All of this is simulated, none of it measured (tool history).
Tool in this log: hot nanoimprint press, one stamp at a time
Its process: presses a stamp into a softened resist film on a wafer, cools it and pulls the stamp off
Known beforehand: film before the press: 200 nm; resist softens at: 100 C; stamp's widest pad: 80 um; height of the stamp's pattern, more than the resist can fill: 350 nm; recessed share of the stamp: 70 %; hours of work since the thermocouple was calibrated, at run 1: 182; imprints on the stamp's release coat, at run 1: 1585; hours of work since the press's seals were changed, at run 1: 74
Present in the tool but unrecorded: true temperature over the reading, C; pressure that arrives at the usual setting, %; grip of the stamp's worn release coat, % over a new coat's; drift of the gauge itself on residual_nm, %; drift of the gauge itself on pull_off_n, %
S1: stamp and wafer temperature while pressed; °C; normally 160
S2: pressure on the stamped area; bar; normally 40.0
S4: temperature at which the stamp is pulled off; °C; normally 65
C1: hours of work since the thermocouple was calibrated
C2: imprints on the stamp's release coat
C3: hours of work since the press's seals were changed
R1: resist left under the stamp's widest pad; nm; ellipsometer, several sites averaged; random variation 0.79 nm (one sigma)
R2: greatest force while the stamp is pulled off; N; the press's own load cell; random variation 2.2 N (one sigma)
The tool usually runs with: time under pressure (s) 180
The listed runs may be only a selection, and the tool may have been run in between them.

{"run": 1, "day": 0.0, "S1": 160, "S2": 40.0, "time under pressure (s)": 180, "S4": 65, "C1": 182, "C2": 1585, "C3": 74, "R1": 109.2, "R2": 95}
{"run": 2, "day": 1.308, "S1": 160, "S2": 40.0, "time under pressure (s)": 180, "S4": 65, "C1": 195, "C2": 1663, "C3": 87, "R1": 110.7, "R2": 93}
{"run": 3, "day": 2.375, "S1": 160, "S2": 40.0, "time under pressure (s)": 180, "S4": 65, "C1": 206, "C2": 1726, "C3": 98, "R1": 109.8, "R2": 100}
{"run": 4, "day": 4.325, "S1": 160, "S2": 40.0, "time under pressure (s)": 348, "S4": 65, "C1": 225, "C2": 1840, "C3": 117, "R1": 86.9, "R2": 98}
{"run": 5, "day": 5.221, "S1": 160, "S2": 45.3, "time under pressure (s)": 180, "S4": 65, "C1": 234, "C2": 1893, "C3": 126, "R1": 103.3, "R2": 98}
{"run": 6, "day": 6.688, "S1": 160, "S2": 45.3, "time under pressure (s)": 180, "S4": 65, "C1": 249, "C2": 1980, "C3": 140, "R1": 104.3, "R2": 97}
{"run": 7, "day": 7.904, "S1": 164, "S2": 55.5, "time under pressure (s)": 117, "S4": 66, "C1": 261, "C2": 2052, "C3": 153, "R1": 89.7, "R2": 91}

What does the tool deliver on the next run?
{"run": 8, "day": 9.217, "S1": 164, "S2": 55.5, "time under pressure (s)": 117, "S4": 66, "C1": 274, "C2": 2129, "C3": 166, "R1": "?", "R2": "?"}

R1: 90.5 nm
R2: 95 N
Were there no unlogged condition in the tool, this run, its random variation unchanged, would have produced R1 90.6 nm, R2 94 N.
